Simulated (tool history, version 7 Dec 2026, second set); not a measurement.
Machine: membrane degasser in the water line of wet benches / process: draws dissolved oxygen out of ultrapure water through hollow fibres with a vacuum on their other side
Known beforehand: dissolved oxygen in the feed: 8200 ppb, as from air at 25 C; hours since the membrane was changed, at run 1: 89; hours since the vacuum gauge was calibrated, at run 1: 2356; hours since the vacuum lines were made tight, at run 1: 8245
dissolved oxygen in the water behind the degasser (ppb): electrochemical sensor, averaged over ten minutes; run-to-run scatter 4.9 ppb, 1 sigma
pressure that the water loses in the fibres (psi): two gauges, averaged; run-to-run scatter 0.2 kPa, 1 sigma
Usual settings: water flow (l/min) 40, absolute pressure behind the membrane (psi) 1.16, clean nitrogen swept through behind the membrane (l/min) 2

run,hour,water flow (l/min),absolute pressure behind the membrane (psi),clean nitrogen swept through behind the membrane (l/min),hours since the membrane was changed,hours since the vacuum gauge was calibrated,hours since the vacuum lines were made tight,dissolved oxygen in the water behind the degasser (ppb),pressure that the water loses in the fibres (psi)
1,0,40,1.16,2,89,2356,8245,490,6.144
2,26.8,40,1.037,2,116,2383,8272,457.9,6.203
3,49.6,40,1.037,2.14,139,2406,8295,445.5,6.213
4,76.3,40,1.633,2,165,2432,8321,620.7,6.203
5,103,53,1.16,2,192,2459,8348,741.8,8.33
6,139.3,36,1.16,2,228,2495,8384,419.2,5.571
7,183,40,1.16,1.05,272,2539,8428,631.2,6.248
8,205.3,40,1.16,2,294,2561,8450,498.7,6.232
9,240.6,40,1.16,1.46,329,2596,8486,547.7,6.226
10,266.1,40,1.16,1.46,355,2622,8511,556.2,6.248
11,307.5,39,2.303,1.42,396,2663,8553,942.8,6.154
12,331.9,39,2.303,1.42,421,2688,8577,940.2,6.074
13,376.8,39,2.303,1.42,466,2733,8622,944.7,6.142
14,405.7,39,2.303,1.42,495,2762,8651,934.4,6.138
15,431,39,2.303,1.42,520,2787,8676,929.9,6.125
16,474.1,49,0.851,1.4,563,2830,8719,604.1,7.697
17,517.2,37,1.675,0.97,606,2873,8762,831.2,5.831
18,550.1,34,1.564,2.97,639,2906,8795,400.3,5.359
# hour 555.8: gauge calibrated
19,584.5,34,1.564,2.97,673,2940,8829,406,5.201

Forecast each of these 4 alternatives for the next run:
A,606.4,50,0.956,3.45,695,2962,8851,?,?
B,606.4,40,1.16,1.03,695,2962,8851,?,?
C,606.4,32,0.915,2,695,2962,8851,?,?
D,606.4,34,1.564,2,695,2962,8851,?,?

run,dissolved oxygen in the water behind the degasser (ppb),pressure that the water loses in the fibres (psi)
A,562.5,7.684
B,625.7,6.241
C,290.7,4.97
D,484.7,5.259
Without the tool's unlogged condition, the same runs would have read:
run,dissolved oxygen in the water behind the degasser (ppb),pressure that the water loses in the fibres (psi)
A,562.3,7.667
B,625.3,6.228
C,290.5,4.959
D,484.4,5.247
